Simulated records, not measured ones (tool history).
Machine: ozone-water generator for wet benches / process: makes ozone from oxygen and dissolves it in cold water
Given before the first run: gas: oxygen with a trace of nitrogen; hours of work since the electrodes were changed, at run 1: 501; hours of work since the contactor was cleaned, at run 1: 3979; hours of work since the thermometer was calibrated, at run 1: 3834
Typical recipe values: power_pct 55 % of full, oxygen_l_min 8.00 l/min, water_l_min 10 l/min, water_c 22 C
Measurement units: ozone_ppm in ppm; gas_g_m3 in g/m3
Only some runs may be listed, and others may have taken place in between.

run,hour,power_pct,oxygen_l_min,water_l_min,water_c,hours of work since the electrodes were changed,hours of work since the contactor was cleaned,hours of work since the thermometer was calibrated,ozone_ppm,gas_g_m3
1,0.0,55,8.00,10,22,501,3979,3834,34.5,229.1
# hour 11.3: contactor cleaned
2,39.7,55,8.00,9,22,524,18,3857,36.1,229.0
3,77.6,55,8.00,10,22,549,43,3882,34.7,230.5
4,96.6,55,8.00,10,22,561,55,3894,34.5,229.3
5,130.5,55,8.00,10,22,583,77,3916,34.7,230.2
6,159.0,55,8.00,10,22,601,96,3934,34.4,227.4
7,189.4,55,8.00,10,22,621,115,3954,34.5,229.7
8,206.4,55,8.00,10,22,632,126,3965,34.1,229.7
9,248.1,55,8.00,10,22,659,153,3992,34.2,230.8
10,283.5,55,8.00,10,22,682,176,4015,34.2,229.0
11,305.8,55,8.00,10,22,696,191,4029,34.4,227.9
12,334.7,55,8.00,7,22,715,210,4048,40.0,229.2
13,367.1,55,8.00,7,22,736,230,4069,39.8,228.8
14,398.0,55,8.00,10,22,756,251,4089,34.5,229.9
# hour 416.8: water thermometer calibrated
15,432.1,55,8.00,8,22,778,272,10,38.1,228.8
16,467.7,70,8.00,10,22,801,295,33,41.9,276.8
17,501.4,55,8.00,10,22,823,317,55,34.5,229.8
18,543.2,55,8.00,10,22,850,344,82,34.4,228.7
19,570.7,43,9.04,13,29,868,362,100,20.8,182.5
20,611.8,43,9.04,13,29,894,389,126,20.9,181.6
21,631.1,43,9.04,13,29,907,401,139,21.3,182.7
22,659.7,43,9.04,13,29,925,420,157,21.1,182.6
23,691.2,43,9.04,13,29,946,440,178,21.1,180.9
24,708.4,71,6.85,10,16,957,451,189,48.9,292.1
25,733.9,55,8.00,11,22,973,468,205,32.6,228.5
26,761.3,55,8.00,11,22,991,486,223,33.0,230.9
27,787.5,55,8.00,15,22,1008,503,240,27.7,230.4
28,827.1,73,7.95,7,22,1034,528,266,49.7,285.7
29,861.7,76,9.58,11,22,1056,551,288,41.9,278.7
30,890.7,76,9.58,11,22,1075,569,307,41.8,278.4
31,912.1,76,9.58,11,22,1089,583,321,41.8,277.6
32,929.3,79,4.65,9,29,1100,594,332,41.4,358.5
33,961.8,55,7.95,13,22,1121,615,353,30.5,232.2

Forecast each of these 4 alternatives for the next run:
A,1001.2,49,8.00,6,22,1147,641,379,?,?
B,1001.2,56,7.95,13,22,1147,641,379,?,?
C,1001.2,54,8.57,8,22,1147,641,379,?,?
D,1001.2,55,9.65,13,23,1147,641,379,?,?

run,ozone_ppm,gas_g_m3
A,38.7,210.5
B,30.7,232.5
C,37.3,222.3
D,29.1,215.2
Had the tool no hidden state, the same runs would have come out as:
run,ozone_ppm,gas_g_m3
A,38.7,210.5
B,30.7,232.6
C,37.3,222.4
D,29.1,215.3
